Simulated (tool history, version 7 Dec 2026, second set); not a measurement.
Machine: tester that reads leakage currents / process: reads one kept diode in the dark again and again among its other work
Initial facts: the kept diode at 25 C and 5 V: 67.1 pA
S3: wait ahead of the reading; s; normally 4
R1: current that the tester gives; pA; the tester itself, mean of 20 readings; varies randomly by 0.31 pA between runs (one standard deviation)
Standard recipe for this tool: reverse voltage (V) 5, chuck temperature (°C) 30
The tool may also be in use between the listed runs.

{"run": 1, "hour": 0.0, "reverse voltage (V)": 5, "chuck temperature (°C)": 30, "S3": 4, "R1": 101.18}
{"run": 2, "hour": 259.5, "reverse voltage (V)": 5, "chuck temperature (°C)": 30, "S3": 4, "R1": 98.54}
{"run": 3, "hour": 517.0, "reverse voltage (V)": 5, "chuck temperature (°C)": 24, "S3": 4, "R1": 59.85}
{"run": 4, "hour": 763.8, "reverse voltage (V)": 5, "chuck temperature (°C)": 30, "S3": 2.24, "R1": 95.52}
{"hour": 791.4, "done": "chuck's temperature calibrated"}
{"run": 5, "hour": 959.7, "reverse voltage (V)": 5, "chuck temperature (°C)": 30, "S3": 7.19, "R1": 108.92}
{"run": 6, "hour": 1182.3, "reverse voltage (V)": 5, "chuck temperature (°C)": 30, "S3": 4, "R1": 107.14}
{"hour": 1216.2, "done": "probe card cleaned and baked"}
{"run": 7, "hour": 1418.7, "reverse voltage (V)": 5, "chuck temperature (°C)": 30, "S3": 4, "R1": 109.63}
{"run": 8, "hour": 1673.8, "reverse voltage (V)": 5, "chuck temperature (°C)": 30, "S3": 4, "R1": 107.64}
{"run": 9, "hour": 1924.3, "reverse voltage (V)": 5, "chuck temperature (°C)": 30, "S3": 4, "R1": 105.74}
{"hour": 2018.7, "done": "probe card cleaned and baked, once more"}
{"run": 10, "hour": 2173.8, "reverse voltage (V)": 5, "chuck temperature (°C)": 30, "S3": 4, "R1": 93.16}
{"run": 11, "hour": 2368.6, "reverse voltage (V)": 5, "chuck temperature (°C)": 30, "S3": 4, "R1": 91.91}
{"run": 12, "hour": 2546.0, "reverse voltage (V)": 5, "chuck temperature (°C)": 30, "S3": 4, "R1": 90.73}
{"hour": 2652.1, "done": "chuck's temperature calibrated"}
{"run": 13, "hour": 2725.1, "reverse voltage (V)": 5, "chuck temperature (°C)": 30, "S3": 2.07, "R1": 104.88}
{"run": 14, "hour": 2897.7, "reverse voltage (V)": 5, "chuck temperature (°C)": 30, "S3": 3.96, "R1": 103.54}
{"run": 15, "hour": 3090.7, "reverse voltage (V)": 5, "chuck temperature (°C)": 30, "S3": 3.96, "R1": 101.73}
{"run": 16, "hour": 3323.6, "reverse voltage (V)": 5, "chuck temperature (°C)": 30, "S3": 3.96, "R1": 100.11}
{"hour": 3529.2, "done": "tester calibrated"}
{"run": 17, "hour": 3591.9, "reverse voltage (V)": 1.66, "chuck temperature (°C)": 30, "S3": 4, "R1": 54.04}
{"run": 18, "hour": 3846.3, "reverse voltage (V)": 13.39, "chuck temperature (°C)": 30, "S3": 4, "R1": 156.49}
{"run": 19, "hour": 4038.4, "reverse voltage (V)": 13.39, "chuck temperature (°C)": 30, "S3": 4, "R1": 155.75}
{"run": 20, "hour": 4220.2, "reverse voltage (V)": 2.98, "chuck temperature (°C)": 30, "S3": 4, "R1": 70.02}
{"run": 21, "hour": 4470.8, "reverse voltage (V)": 4.64, "chuck temperature (°C)": 56, "S3": 4.36, "R1": 629.36}
{"hour": 4513.5, "done": "chuck's temperature calibrated"}
{"run": 22, "hour": 4657.9, "reverse voltage (V)": 4.64, "chuck temperature (°C)": 56, "S3": 4.36, "R1": 718.28}

Run 23 is up next; what results do you expect?
{"run": 23, "hour": 4820.2, "reverse voltage (V)": 1.19, "chuck temperature (°C)": 30, "S3": 0.45, "R1": "?"}

R1: 49.13 pA
On a tool with no hidden condition, and with the same random variation, this run would have come out at R1 49.98 pA.
